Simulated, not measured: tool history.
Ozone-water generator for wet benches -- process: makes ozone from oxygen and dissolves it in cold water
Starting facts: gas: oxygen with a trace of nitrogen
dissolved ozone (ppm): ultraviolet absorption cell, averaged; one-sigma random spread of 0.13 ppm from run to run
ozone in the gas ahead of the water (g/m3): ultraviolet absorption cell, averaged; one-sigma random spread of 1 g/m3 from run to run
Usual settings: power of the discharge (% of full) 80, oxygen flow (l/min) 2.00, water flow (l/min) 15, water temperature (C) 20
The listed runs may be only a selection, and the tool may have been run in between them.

run	hour	power of the discharge (% of full)	oxygen flow (l/min)	water flow (l/min)	water temperature (C)	dissolved ozone (ppm)	ozone in the gas ahead of the water (g/m3)
1	0.0	80	2.00	15	20	14.0	179.2
2	33.5	80	2.00	15	20	14.0	179.5
3	73.6	80	2.00	12	20	16.5	176.7
4	127.3	80	2.00	12	20	16.2	179.8
5	153.8	80	2.00	12	20	16.1	178.1
6	198.7	80	2.00	12	20	16.6	179.7
7	253.0	80	2.00	15	15	14.5	179.4
8	287.8	80	2.00	15	20	13.5	178.4
9	337.2	80	2.00	15	20	13.6	179.3
10	384.7	80	2.00	15	20	13.8	177.5
11	408.9	80	2.00	15	20	13.6	178.4
12	458.7	80	2.00	15	20	13.6	176.3
# hour 465.2: contactor cleaned
13	513.7	80	2.00	15	20	13.6	177.0
14	560.1	80	2.00	15	24	13.3	177.7
15	589.9	80	2.65	15	19	14.2	148.1
16	629.3	72	2.00	15	26	11.6	159.8
17	683.3	72	2.00	13	26	13.0	162.6
# hour 702.4: contactor cleaned, once more
18	713.4	80	2.62	9	20	20.0	148.9
19	747.9	80	2.62	9	20	19.4	149.5
20	800.8	56	2.62	9	25	13.4	109.2
21	857.8	57	2.00	19	13	8.8	130.9
22	888.2	80	2.00	15	27	12.8	179.8
23	941.5	80	2.00	15	27	12.9	176.2
24	980.3	80	1.85	15	18	13.8	187.3
25	1018.3	80	1.85	15	18	13.9	186.0
26	1047.0	80	1.85	15	18	14.1	184.9

4 ways to go on from here, each from the tool as it stands after run 26. What would each give?
A	1090.8	69	1.53	16	20	?	?
B	1090.8	82	2.00	15	14	?	?
C	1090.8	80	1.27	13	20	?	?
D	1090.8	80	1.85	12	27	?	?

run	dissolved ozone (ppm)	ozone in the gas ahead of the water (g/m3)
A	11.2	183.6
B	14.8	180.3
C	14.7	234.9
D	15.0	186.7
Without the tool's hidden state the same runs would have given:
run	dissolved ozone (ppm)	ozone in the gas ahead of the water (g/m3)
A	11.5	188.3
B	15.4	185.7
C	15.2	241.7
D	15.5	192.2
